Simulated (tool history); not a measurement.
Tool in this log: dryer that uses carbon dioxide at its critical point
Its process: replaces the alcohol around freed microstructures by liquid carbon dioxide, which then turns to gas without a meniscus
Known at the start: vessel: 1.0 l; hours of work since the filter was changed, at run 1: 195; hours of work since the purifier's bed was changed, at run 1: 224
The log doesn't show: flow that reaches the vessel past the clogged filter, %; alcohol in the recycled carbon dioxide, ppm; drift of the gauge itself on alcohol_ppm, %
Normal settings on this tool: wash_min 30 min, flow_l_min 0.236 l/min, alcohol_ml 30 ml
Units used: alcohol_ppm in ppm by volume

| run | hour | wash_min | flow_l_min | alcohol_ml | hours of work since the filter was changed | hours of work since the purifier's bed was changed | alcohol_ppm |
|---|---|---|---|---|---|---|---|
| 1 | 0 | 30 | 0.236 | 30 | 195 | 224 | 317 |
| 2 | 7 | 30 | 0.236 | 30 | 199 | 228 | 319 |
| 3 | 14.1 | 30 | 0.236 | 30 | 203 | 232 | 341 |
| 4 | 20.5 | 30 | 0.236 | 30 | 207 | 236 | 323 |
| 5 | 28 | 30 | 0.236 | 30 | 211 | 240 | 320 |
| 6 | 35.9 | 30 | 0.236 | 30 | 215 | 245 | 330 |
| 7 | 43.9 | 30 | 0.231 | 30 | 220 | 250 | 375 |
| 8 | 52.1 | 30 | 0.236 | 30 | 225 | 254 | 341 |
| 9 | 59.8 | 30 | 0.236 | 30 | 229 | 259 | 340 |
| 10 | 67.7 | 30 | 0.236 | 30 | 234 | 263 | 345 |
| 11 | 81.1 | 30 | 0.236 | 30 | 241 | 271 | 357 |
| 12 | 86.9 | 30 | 0.236 | 30 | 244 | 274 | 369 |
| 13 | 99.3 | 30 | 0.277 | 30 | 252 | 281 | 175 |
| 14 | 110.1 | 30 | 0.236 | 30 | 258 | 287 | 367 |
| 15 | 121.2 | 30 | 0.236 | 30 | 264 | 294 | 389 |
| 16 | 129.2 | 30 | 0.236 | 30 | 269 | 298 | 390 |
| 17 | 137.9 | 27 | 0.236 | 30 | 274 | 303 | 564 |
| 18 | 151.1 | 30 | 0.236 | 67 | 281 | 311 | 819 |
| 19 | 159.7 | 30 | 0.236 | 30 | 286 | 316 | 393 |
| 20 | 166.7 | 20 | 0.236 | 88 | 290 | 320 | 4640 |
| 21 | 180.5 | 20 | 0.236 | 31 | 298 | 328 | 1662 |
|  | 187.9 | inlet filter changed |
| 22 | 193 | 27 | 0.17 | 41 | 3 | 334 | 1613 |
| 23 | 199.4 | 27 | 0.17 | 41 | 7 | 338 | 1616 |
| 24 | 205.7 | 27 | 0.17 | 41 | 10 | 341 | 1638 |
| 25 | 212.9 | 32 | 0.153 | 64 | 14 | 346 | 2071 |
| 26 | 225.1 | 32 | 0.153 | 64 | 21 | 353 | 2101 |
| 27 | 231.6 | 32 | 0.153 | 64 | 25 | 356 | 2152 |
| 28 | 237.6 | 46 | 0.236 | 109 | 28 | 360 | 96 |
| 29 | 243.5 | 33 | 0.238 | 23 | 32 | 363 | 145 |
| 30 | 257.5 | 32 | 0.256 | 30 | 40 | 371 | 146 |
| 31 | 267 | 32 | 0.256 | 30 | 45 | 376 | 140 |
| 32 | 274 | 32 | 0.256 | 30 | 49 | 381 | 148 |
| 33 | 285 | 30 | 0.143 | 25 | 55 | 387 | 1409 |
| 34 | 291.6 | 30 | 0.162 | 33 | 59 | 391 | 1253 |
| 35 | 304.1 | 20 | 0.395 | 33 | 66 | 398 | 163 |

Each run again, without the hidden state but with its own random variation kept:
| run | alcohol_ppm |
|---|---|
| 1 | 177 |
| 2 | 176 |
| 3 | 189 |
| 4 | 172 |
| 5 | 169 |
| 6 | 174 |
| 7 | 201 |
| 8 | 173 |
| 9 | 171 |
| 10 | 174 |
| 11 | 173 |
| 12 | 183 |
| 13 | 66 |
| 14 | 175 |
| 15 | 184 |
| 16 | 185 |
| 17 | 283 |
| 18 | 385 |
| 19 | 172 |
| 20 | 2814 |
| 21 | 979 |
| 22 | 1515 |
| 23 | 1509 |
| 24 | 1522 |
| 25 | 1917 |
| 26 | 1920 |
| 27 | 1956 |
| 28 | 42 |
| 29 | 86 |
| 30 | 83 |
| 31 | 77 |
| 32 | 83 |
| 33 | 1220 |
| 34 | 1056 |
| 35 | 89 |

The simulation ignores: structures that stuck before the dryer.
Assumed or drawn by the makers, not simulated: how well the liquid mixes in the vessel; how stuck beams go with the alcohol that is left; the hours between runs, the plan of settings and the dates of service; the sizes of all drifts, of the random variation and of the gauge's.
